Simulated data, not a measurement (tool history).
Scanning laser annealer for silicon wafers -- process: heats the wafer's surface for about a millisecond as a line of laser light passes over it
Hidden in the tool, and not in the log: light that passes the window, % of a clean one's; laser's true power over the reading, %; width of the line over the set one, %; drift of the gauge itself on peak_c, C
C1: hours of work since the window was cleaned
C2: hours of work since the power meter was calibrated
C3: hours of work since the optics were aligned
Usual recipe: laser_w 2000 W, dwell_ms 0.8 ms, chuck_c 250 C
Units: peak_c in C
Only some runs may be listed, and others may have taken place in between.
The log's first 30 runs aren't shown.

{"run": 31, "hour": 224.8, "laser_w": 1937, "dwell_ms": 0.857, "chuck_c": 272, "C1": 297, "C2": 358, "C3": 7, "peak_c": 999}
{"run": 32, "hour": 229.0, "laser_w": 2000, "dwell_ms": 0.62, "chuck_c": 251, "C1": 299, "C2": 361, "C3": 10, "peak_c": 881}
{"run": 33, "hour": 235.2, "laser_w": 2011, "dwell_ms": 0.664, "chuck_c": 224, "C1": 303, "C2": 365, "C3": 14, "peak_c": 884}
{"run": 34, "hour": 242.7, "laser_w": 2017, "dwell_ms": 0.77, "chuck_c": 224, "C1": 308, "C2": 369, "C3": 19, "peak_c": 943}
{"run": 35, "hour": 246.8, "laser_w": 1799, "dwell_ms": 0.8, "chuck_c": 287, "C1": 311, "C2": 372, "C3": 22, "peak_c": 934}
{"run": 36, "hour": 255.7, "laser_w": 1799, "dwell_ms": 0.8, "chuck_c": 287, "C1": 316, "C2": 378, "C3": 27, "peak_c": 931}
{"run": 37, "hour": 261.8, "laser_w": 2037, "dwell_ms": 0.8, "chuck_c": 271, "C1": 320, "C2": 382, "C3": 31, "peak_c": 1012}
{"run": 38, "hour": 268.3, "laser_w": 1820, "dwell_ms": 0.582, "chuck_c": 250, "C1": 324, "C2": 386, "C3": 35, "peak_c": 796}
{"run": 39, "hour": 274.9, "laser_w": 2101, "dwell_ms": 0.645, "chuck_c": 256, "C1": 329, "C2": 390, "C3": 40, "peak_c": 941}
{"run": 40, "hour": 280.9, "laser_w": 2101, "dwell_ms": 0.645, "chuck_c": 256, "C1": 332, "C2": 394, "C3": 43, "peak_c": 941}

3 ways to go on from here, each from the tool as it stands after run 40. What would each give?
{"run": "A", "hour": 289.8, "laser_w": 1887, "dwell_ms": 0.645, "chuck_c": 230, "C1": 338, "C2": 400, "C3": 49, "peak_c": "?"}
{"run": "B", "hour": 289.8, "laser_w": 1948, "dwell_ms": 0.674, "chuck_c": 212, "C1": 338, "C2": 400, "C3": 49, "peak_c": "?"}
{"run": "C", "hour": 289.8, "laser_w": 1944, "dwell_ms": 0.645, "chuck_c": 228, "C1": 338, "C2": 400, "C3": 49, "peak_c": "?"}

run=A peak_c=835
run=B peak_c=854
run=C peak_c=857
Had the tool no hidden state, the same runs would have come out as:
run=A peak_c=835
run=B peak_c=855
run=C peak_c=857
